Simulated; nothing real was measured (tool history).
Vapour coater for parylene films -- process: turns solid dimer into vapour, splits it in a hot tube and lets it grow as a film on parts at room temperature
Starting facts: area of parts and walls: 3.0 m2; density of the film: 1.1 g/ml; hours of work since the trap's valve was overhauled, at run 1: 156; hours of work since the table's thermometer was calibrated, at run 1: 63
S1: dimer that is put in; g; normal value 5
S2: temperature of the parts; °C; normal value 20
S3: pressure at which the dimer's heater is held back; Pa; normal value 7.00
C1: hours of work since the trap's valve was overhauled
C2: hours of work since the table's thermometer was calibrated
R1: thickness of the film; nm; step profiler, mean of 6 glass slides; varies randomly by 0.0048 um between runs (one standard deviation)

Run 1, hour 0.0: usual settings; C1 156; C2 63. Result: R1 725 nm.
Run 2, hour 9.6: usual settings; C1 164; C2 71. Result: R1 720 nm.
Run 3, hour 17.9: usual settings; C1 172; C2 78. Result: R1 714 nm.
Run 4, hour 33.7: usual settings; C1 185; C2 92. Result: R1 713 nm.
Run 5, hour 45.4: usual settings; C1 195; C2 102. Result: R1 706 nm.
Run 6, hour 53.5: usual settings; C1 202; C2 109. Result: R1 705 nm.
Run 7, hour 61.1: usual settings; C1 209; C2 115. Result: R1 692 nm.
Run 8, hour 71.7: usual settings; C1 218; C2 124. Result: R1 695 nm.
Run 9, hour 86.9: usual settings but S2 15 °C; C1 231; C2 138. Result: R1 781 nm.
At hour 95.4: trap's valve overhauled.
Run 10, hour 105.6: usual settings but S2 15 °C; C1 9; C2 150. Result: R1 865 nm.
Run 11, hour 121.7: usual settings but S2 15 °C, S3 10.76 Pa; C1 23; C2 164. Result: R1 780 nm.
Run 12, hour 137.9: usual settings but S1 6 g; C1 37; C2 178. Result: R1 918 nm.
Run 13, hour 144.5: usual settings; C1 42; C2 184. Result: R1 768 nm.
Run 14, hour 158.7: usual settings; C1 54; C2 196. Result: R1 753 nm.
Run 15, hour 172.1: usual settings; C1 66; C2 207. Result: R1 746 nm.
Run 16, hour 180.7: usual settings but S1 6 g; C1 73; C2 215. Result: R1 896 nm.
Run 17, hour 190.3: usual settings but S3 10.28 Pa; C1 82; C2 223. Result: R1 683 nm.
Run 18, hour 205.8: usual settings but S3 10.28 Pa; C1 95; C2 236. Result: R1 676 nm.
Run 19, hour 217.9: usual settings but S3 10.28 Pa; C1 105; C2 247. Result: R1 677 nm.
Run 20, hour 225.0: usual settings but S1 7 g, S2 17 °C, S3 6.21 Pa; C1 112; C2 253. Result: R1 1126 nm.
Run 21, hour 231.7: usual settings but S1 7 g, S2 17 °C, S3 6.21 Pa; C1 117; C2 259. Result: R1 1130 nm.
Run 22, hour 239.4: usual settings but S1 8 g, S2 26 °C, S3 4.49 Pa; C1 124; C2 265. Result: R1 1139 nm.
Run 23, hour 255.2: usual settings but S1 8 g, S2 22 °C, S3 4.49 Pa; C1 138; C2 279. Result: R1 1223 nm.
Run 24, hour 270.9: usual settings but S1 3 g, S2 16 °C, S3 9.85 Pa; C1 151; C2 292. Result: R1 430 nm.
Run 25, hour 278.3: usual settings but S2 13 °C; C1 157; C2 299. Result: R1 833 nm.
At hour 280.8: table's thermometer calibrated.
Run 26, hour 293.1: usual settings but S2 13 °C; C1 169; C2 11. Result: R1 833 nm.
Run 27, hour 307.4: usual settings but S2 19 °C, S3 10.98 Pa; C1 182; C2 23. Result: R1 660 nm.
Run 28, hour 317.1: usual settings but S1 3 g, S2 21 °C, S3 9.89 Pa; C1 190; C2 31. Result: R1 382 nm.
At hour 319.5: table's thermometer calibrated, once more.
Run 29, hour 333.8: usual settings but S1 3 g, S2 21 °C, S3 9.89 Pa; C1 203; C2 12. Result: R1 383 nm.
Run 30, hour 341.4: usual settings but S3 9.11 Pa; C1 210; C2 19. Result: R1 658 nm.
Run 31, hour 357.0: usual settings but S1 7 g, S2 16 °C, S3 2.62 Pa; C1 223; C2 32. Result: R1 1301 nm.
At hour 374.0: trap's valve overhauled.
Run 32, hour 375.3: usual settings but S1 7 g, S2 16 °C, S3 2.62 Pa; C1 1; C2 45. Result: R1 1482 nm.
Run 33, hour 391.4: usual settings but S1 7 g, S2 16 °C, S3 2.62 Pa; C1 15; C2 58. Result: R1 1489 nm.
Run 34, hour 401.9: usual settings but S2 26 °C, S3 7.13 Pa; C1 24; C2 67. Result: R1 677 nm.
Run 35, hour 416.0: usual settings but S2 18 °C, S3 3.08 Pa; C1 36; C2 80. Result: R1 967 nm.
Run 36, hour 426.1: usual settings but S1 4 g, S2 12 °C, S3 6.37 Pa; C1 45; C2 88. Result: R1 743 nm.

Here are 5 independent what-if runs from the current tool condition. What would each one return?
Run A, hour 438.7: usual settings but S1 6 g, S2 12 °C, S3 6.37 Pa; C1 56; C2 99. Result: R1 ?.
Run B, hour 438.7: usual settings but S1 3 g, S2 12 °C, S3 4.74 Pa; C1 56; C2 99. Result: R1 ?.
Run C, hour 438.7: usual settings but S1 2 g, S2 25 °C, S3 6.37 Pa; C1 56; C2 99. Result: R1 ?.
Run D, hour 438.7: usual settings but S1 4 g, S2 12 °C, S3 2.35 Pa; C1 56; C2 99. Result: R1 ?.
Run E, hour 438.7: usual settings but S1 3 g; C1 56; C2 99. Result: R1 ?.

run    R1
  A  1102
  B   585
  C   286
  D   929
  E   452
Without the tool's hidden state the same runs would have given:
run    R1
  A  1137
  B   604
  C   295
  D   959
  E   466
